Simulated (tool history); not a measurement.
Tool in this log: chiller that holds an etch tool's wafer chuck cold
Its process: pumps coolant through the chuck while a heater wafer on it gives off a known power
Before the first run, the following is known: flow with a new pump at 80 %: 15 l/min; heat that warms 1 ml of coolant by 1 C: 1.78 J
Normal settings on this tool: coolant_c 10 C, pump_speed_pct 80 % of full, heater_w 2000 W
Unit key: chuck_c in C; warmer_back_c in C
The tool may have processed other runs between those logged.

Run 1, day 0: usual settings. Result: chuck_c 33.7 C, warmer_back_c 4.47 C.
Run 2, day 2.492: usual settings. Result: chuck_c 33.6 C, warmer_back_c 4.5 C.
Run 3, day 4.833: usual settings but heater_w 2686 W. Result: chuck_c 41.8 C, warmer_back_c 6.08 C.
Run 4, day 6.375: usual settings but coolant_c 8 C, heater_w 2686 W. Result: chuck_c 39.9 C, warmer_back_c 6.08 C.
Run 5, day 8.204: usual settings but coolant_c 8 C, pump_speed_pct 93 % of full, heater_w 2686 W. Result: chuck_c 37.1 C, warmer_back_c 5.15 C.
Run 6, day 10.279: usual settings but pump_speed_pct 69 % of full. Result: chuck_c 36 C, warmer_back_c 5.33 C.
Run 7, day 12.546: usual settings but pump_speed_pct 69 % of full. Result: chuck_c 36 C, warmer_back_c 5.39 C.
Run 8, day 14.121: usual settings but pump_speed_pct 69 % of full. Result: chuck_c 36.1 C, warmer_back_c 5.34 C.
Run 9, day 15.517: usual settings but pump_speed_pct 69 % of full. Result: chuck_c 35.9 C, warmer_back_c 5.37 C.
Run 10, day 17.171: usual settings but pump_speed_pct 69 % of full. Result: chuck_c 35.9 C, warmer_back_c 5.39 C.
Run 11, day 19.196: usual settings but pump_speed_pct 69 % of full. Result: chuck_c 36 C, warmer_back_c 5.4 C.
Run 12, day 21.433: usual settings but pump_speed_pct 89 % of full. Result: chuck_c 32.1 C, warmer_back_c 4.11 C.
Run 13, day 22.779: usual settings but coolant_c 15 C. Result: chuck_c 38.7 C, warmer_back_c 4.63 C.
Run 14, day 25.108: usual settings but coolant_c 15 C. Result: chuck_c 38.9 C, warmer_back_c 4.64 C.
Run 15, day 26.517: usual settings but coolant_c 15 C. Result: chuck_c 38.8 C, warmer_back_c 4.68 C.
Run 16, day 28.2: usual settings but coolant_c 15 C, heater_w 1438 W. Result: chuck_c 32.1 C, warmer_back_c 3.41 C.
Run 17, day 29.958: usual settings but heater_w 1152 W. Result: chuck_c 23.5 C, warmer_back_c 2.77 C.
Run 18, day 31.725: usual settings but heater_w 1152 W. Result: chuck_c 23.7 C, warmer_back_c 2.78 C.
Run 19, day 34.196: usual settings but coolant_c 11 C, pump_speed_pct 84 % of full. Result: chuck_c 34 C, warmer_back_c 4.44 C.
Run 20, day 35.546: usual settings but coolant_c 11 C, pump_speed_pct 84 % of full. Result: chuck_c 34.1 C, warmer_back_c 4.47 C.
Run 21, day 37.012: usual settings but coolant_c 11 C, pump_speed_pct 84 % of full. Result: chuck_c 34 C, warmer_back_c 4.47 C.
Run 22, day 38.921: usual settings but pump_speed_pct 92 % of full. Result: chuck_c 32 C, warmer_back_c 4.06 C.
Run 23, day 40.554: usual settings but coolant_c 11 C, heater_w 1085 W. Result: chuck_c 24 C, warmer_back_c 2.66 C.
Run 24, day 42.3: usual settings but pump_speed_pct 78 % of full, heater_w 1503 W. Result: chuck_c 28 C, warmer_back_c 3.71 C.
Run 25, day 43.662: usual settings but pump_speed_pct 78 % of full, heater_w 1503 W. Result: chuck_c 28 C, warmer_back_c 3.75 C.
Run 26, day 46.262: usual settings but coolant_c 8 C, pump_speed_pct 68 % of full, heater_w 1716 W. Result: chuck_c 30.4 C, warmer_back_c 4.84 C.
Run 27, day 49.038: usual settings but coolant_c 8 C, pump_speed_pct 68 % of full, heater_w 1716 W. Result: chuck_c 30.5 C, warmer_back_c 4.92 C.
Run 28, day 50.879: usual settings but coolant_c 20 C, heater_w 2128 W. Result: chuck_c 45.4 C, warmer_back_c 5.05 C.
Run 29, day 52.454: usual settings but heater_w 1076 W. Result: chuck_c 22.7 C, warmer_back_c 2.71 C.
Run 30, day 54.621: usual settings but coolant_c 18 C, heater_w 1275 W. Result: chuck_c 33 C, warmer_back_c 3.11 C.
Run 31, day 55.742: usual settings but coolant_c 18 C, heater_w 1275 W. Result: chuck_c 33.3 C, warmer_back_c 3.2 C.

Consider 3 possible next runs. They are alternatives, not a sequence: every one starts from the tool as it was left by run 31. What does each give?
Run A, day 57.925: usual settings but coolant_c 18 C, heater_w 1813 W. Result: chuck_c ?, warmer_back_c ?.
Run B, day 57.925: usual settings but coolant_c 6 C, heater_w 2808 W. Result: chuck_c ?, warmer_back_c ?.
Run C, day 57.925: usual settings but coolant_c 12 C, pump_speed_pct 77 % of full, heater_w 1032 W. Result: chuck_c ?, warmer_back_c ?.

run  chuck_c  warmer_back_c
  A     39.6           4.41
  B     39.3           6.65
  C     24.5           2.72
The same runs, with their run-to-run variation unchanged, on a tool lacking any hidden condition would have given:
run  chuck_c  warmer_back_c
  A     39.6           4.08
  B     39.3           6.32
  C     24.5           2.39
